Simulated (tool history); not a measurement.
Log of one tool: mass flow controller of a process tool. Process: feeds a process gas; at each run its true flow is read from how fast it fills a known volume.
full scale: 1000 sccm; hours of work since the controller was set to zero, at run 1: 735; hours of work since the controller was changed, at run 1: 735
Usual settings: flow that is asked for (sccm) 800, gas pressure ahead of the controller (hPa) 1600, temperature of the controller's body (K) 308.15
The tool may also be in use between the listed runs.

| run | hour | flow that is asked for (sccm) | gas pressure ahead of the controller (hPa) | temperature of the controller's body (K) | hours of work since the controller was set to zero | hours of work since the controller was changed | true flow (%) |
|---|---|---|---|---|---|---|---|
| 1 | 0 | 800 | 1600 | 308.15 | 735 | 735 | 98.47 |
| 2 | 81.1 | 800 | 1600 | 308.15 | 799 | 799 | 98.31 |
| 3 | 119.9 | 800 | 1600 | 308.15 | 829 | 829 | 98.24 |
| 4 | 211.8 | 800 | 1600 | 308.15 | 901 | 901 | 98.33 |
| 5 | 301.3 | 800 | 1600 | 308.15 | 970 | 970 | 98.26 |
| 6 | 374.3 | 800 | 1600 | 308.15 | 1027 | 1027 | 98.26 |
| 7 | 414.7 | 800 | 1600 | 308.15 | 1059 | 1059 | 98.24 |
| 8 | 467.6 | 800 | 1600 | 298.15 | 1100 | 1100 | 98.93 |
| 9 | 560.8 | 800 | 1600 | 298.15 | 1173 | 1173 | 98.92 |
| 10 | 601.9 | 800 | 1600 | 298.15 | 1205 | 1205 | 98.85 |
| 11 | 695.5 | 800 | 1730 | 308.15 | 1278 | 1278 | 98.33 |
| 12 | 786.8 | 800 | 1730 | 308.15 | 1349 | 1349 | 98.36 |
| 13 | 827.5 | 800 | 1600 | 308.15 | 1381 | 1381 | 98.12 |
| 14 | 880.2 | 800 | 1600 | 308.15 | 1422 | 1422 | 98.1 |
| 15 | 930.4 | 800 | 1600 | 308.15 | 1461 | 1461 | 98.06 |
| 16 | 1005.8 | 800 | 1600 | 308.15 | 1520 | 1520 | 98.12 |
| 17 | 1045.3 | 800 | 1600 | 308.15 | 1551 | 1551 | 98.05 |
| 18 | 1102.7 | 800 | 1600 | 308.15 | 1596 | 1596 | 98.07 |
| 19 | 1185.9 | 800 | 1600 | 308.15 | 1661 | 1661 | 98.1 |
| 20 | 1250.9 | 800 | 1600 | 308.15 | 1711 | 1711 | 98.04 |
| 21 | 1328.7 | 800 | 1600 | 308.15 | 1772 | 1772 | 98.03 |
| 22 | 1423.7 | 800 | 1600 | 308.15 | 1846 | 1846 | 98.04 |
| 23 | 1475.9 | 800 | 1600 | 304.15 | 1887 | 1887 | 98.22 |
| 24 | 1533.7 | 800 | 1600 | 304.15 | 1932 | 1932 | 98.16 |
| 25 | 1583.8 | 416 | 2230 | 303.15 | 1971 | 1971 | 97.21 |
| 26 | 1664.7 | 416 | 2230 | 303.15 | 2034 | 2034 | 97.22 |
| 27 | 1733.5 | 753 | 1600 | 303.15 | 2088 | 2088 | 98.14 |
| 28 | 1787.3 | 110 | 1600 | 308.15 | 2130 | 2130 | 92.93 |
| 29 | 1881.2 | 971 | 1680 | 299.15 | 2203 | 2203 | 99.06 |
| 30 | 1951.5 | 210 | 1690 | 301.15 | 2258 | 2258 | 95.32 |
| 31 | 2042.5 | 245 | 1630 | 294.15 | 2329 | 2329 | 96.01 |
| 32 | 2120.9 | 281 | 1720 | 293.15 | 2390 | 2390 | 96.38 |
| 33 | 2173.3 | 269 | 2300 | 309.15 | 2431 | 2431 | 95.82 |
| 34 | 2260.4 | 288 | 2470 | 308.15 | 2499 | 2499 | 95.91 |
| 35 | 2327.1 | 581 | 2470 | 297.15 | 2551 | 2551 | 98.13 |
| 36 | 2389.6 | 581 | 2470 | 297.15 | 2600 | 2600 | 98.2 |
| 37 | 2444.9 | 675 | 2170 | 295.15 | 2643 | 2643 | 98.4 |
| 38 | 2533.1 | 675 | 2170 | 295.15 | 2712 | 2712 | 98.38 |
| 39 | 2616.2 | 998 | 2190 | 295.15 | 2777 | 2777 | 99.4 |
| 40 | 2671.8 | 998 | 2190 | 297.15 | 2820 | 2820 | 99.39 |
| 41 | 2741.7 | 830 | 1550 | 300.15 | 2875 | 2875 | 98.19 |
| 42 | 2781.7 | 713 | 1600 | 308.15 | 2906 | 2906 | 97.31 |
| 43 | 2867.7 | 713 | 2130 | 303.15 | 2973 | 2973 | 97.84 |
| 44 | 2951.7 | 137 | 1590 | 308.15 | 3038 | 3038 | 92.6 |
| 45 | 3017.6 | 800 | 1850 | 308.15 | 3090 | 3090 | 97.67 |
| 46 | 3090.7 | 800 | 1850 | 308.15 | 3147 | 3147 | 97.75 |
| 47 | 3173 | 256 | 1500 | 305.15 | 3211 | 3211 | 94.65 |

The same runs without the tool's hidden state, with the same run-to-run variation:
The hidden state here: flow at rest that the sensor doesn't see, % of full scale; true flow over the shown one, %; drift of the gauge itself on true_pct, %.
| run | true flow (%) |
|---|---|
| 1 | 98.63 |
| 2 | 98.51 |
| 3 | 98.44 |
| 4 | 98.56 |
| 5 | 98.52 |
| 6 | 98.54 |
| 7 | 98.53 |
| 8 | 99.24 |
| 9 | 99.26 |
| 10 | 99.2 |
| 11 | 98.71 |
| 12 | 98.77 |
| 13 | 98.53 |
| 14 | 98.54 |
| 15 | 98.51 |
| 16 | 98.59 |
| 17 | 98.54 |
| 18 | 98.57 |
| 19 | 98.62 |
| 20 | 98.59 |
| 21 | 98.6 |
| 22 | 98.64 |
| 23 | 98.84 |
| 24 | 98.8 |
| 25 | 98.25 |
| 26 | 98.29 |
| 27 | 98.86 |
| 28 | 96.46 |
| 29 | 99.72 |
| 30 | 97.42 |
| 31 | 97.91 |
| 32 | 98.13 |
| 33 | 97.66 |
| 34 | 97.7 |
| 35 | 99.2 |
| 36 | 99.3 |
| 37 | 99.41 |
| 38 | 99.42 |
| 39 | 100.25 |
| 40 | 100.25 |
| 41 | 99.16 |
| 42 | 98.4 |
| 43 | 98.95 |
| 44 | 96.73 |
| 45 | 98.75 |
| 46 | 98.85 |
| 47 | 97.2 |
